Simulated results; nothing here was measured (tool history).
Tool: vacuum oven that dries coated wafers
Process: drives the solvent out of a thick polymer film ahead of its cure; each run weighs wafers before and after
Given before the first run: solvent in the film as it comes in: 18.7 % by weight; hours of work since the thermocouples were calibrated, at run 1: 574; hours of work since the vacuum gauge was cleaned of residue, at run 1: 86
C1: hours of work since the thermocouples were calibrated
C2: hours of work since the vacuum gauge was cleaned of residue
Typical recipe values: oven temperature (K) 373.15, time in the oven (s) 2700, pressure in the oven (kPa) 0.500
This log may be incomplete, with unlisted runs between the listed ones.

Run 1, hour 0.0: usual settings; C1 574; C2 86. Result: solvent left in the film (%) 1.79.
Run 2, hour 17.3: usual settings; C1 581; C2 94. Result: solvent left in the film (%) 1.83.
Run 3, hour 30.0: usual settings but time in the oven (s) 4260; C1 587; C2 99. Result: solvent left in the film (%) 0.61.
Run 4, hour 46.2: usual settings but time in the oven (s) 4260; C1 594; C2 106. Result: solvent left in the film (%) 0.61.
Run 5, hour 60.9: usual settings but time in the oven (s) 4260, pressure in the oven (kPa) 0.472; C1 600; C2 113. Result: solvent left in the film (%) 0.60.
Run 6, hour 75.6: usual settings but pressure in the oven (kPa) 1.912; C1 606; C2 119. Result: solvent left in the film (%) 2.14.
Run 7, hour 92.8: usual settings but pressure in the oven (kPa) 1.912; C1 614; C2 126. Result: solvent left in the film (%) 2.14.
Run 8, hour 109.2: usual settings but pressure in the oven (kPa) 1.912; C1 621; C2 134. Result: solvent left in the film (%) 2.11.
Run 9, hour 118.8: usual settings but pressure in the oven (kPa) 1.912; C1 625; C2 138. Result: solvent left in the film (%) 2.14.
Run 10, hour 129.6: usual settings but oven temperature (K) 370.15; C1 630; C2 142. Result: solvent left in the film (%) 2.51.
Run 11, hour 140.0: usual settings but oven temperature (K) 370.15; C1 634; C2 147. Result: solvent left in the film (%) 2.52.
Run 12, hour 149.8: usual settings but oven temperature (K) 372.15, pressure in the oven (kPa) 1.068; C1 638; C2 151. Result: solvent left in the film (%) 2.13.
Run 13, hour 159.2: usual settings but oven temperature (K) 372.15, pressure in the oven (kPa) 1.068; C1 642; C2 155. Result: solvent left in the film (%) 2.14.
Run 14, hour 168.2: usual settings but oven temperature (K) 376.15, time in the oven (s) 4140, pressure in the oven (kPa) 0.363; C1 646; C2 159. Result: solvent left in the film (%) 0.38.
Run 15, hour 178.0: usual settings but oven temperature (K) 381.15, time in the oven (s) 3420, pressure in the oven (kPa) 0.655; C1 651; C2 163. Result: solvent left in the film (%) 0.34.
Run 16, hour 192.6: usual settings but oven temperature (K) 361.15, time in the oven (s) 2160, pressure in the oven (kPa) 0.745; C1 657; C2 170. Result: solvent left in the film (%) 6.53.
Run 17, hour 208.4: usual settings but oven temperature (K) 385.15, time in the oven (s) 2520, pressure in the oven (kPa) 0.647; C1 664; C2 176. Result: solvent left in the film (%) 0.37.
Run 18, hour 224.0: usual settings but oven temperature (K) 362.15, time in the oven (s) 1560, pressure in the oven (kPa) 0.532; C1 671; C2 183. Result: solvent left in the film (%) 7.86.
Run 19, hour 237.1: usual settings but oven temperature (K) 362.15, pressure in the oven (kPa) 0.532; C1 676; C2 189. Result: solvent left in the film (%) 4.96.

Here are 3 independent what-if runs from the current tool condition. What would each one return?
Run A, hour 251.3: usual settings but oven temperature (K) 363.15; C1 682; C2 195. Result: solvent left in the film (%) ?.
Run B, hour 251.3: usual settings but oven temperature (K) 362.15, pressure in the oven (kPa) 0.437; C1 682; C2 195. Result: solvent left in the film (%) ?.
Run C, hour 251.3: usual settings but oven temperature (K) 362.15, pressure in the oven (kPa) 0.609; C1 682; C2 195. Result: solvent left in the film (%) ?.

run  solvent left in the film (%)
  A                          4.56
  B                          4.87
  C                          4.96
With no hidden state in the tool, these same runs would have given:
run  solvent left in the film (%)
  A                          4.97
  B                          5.29
  C                          5.38
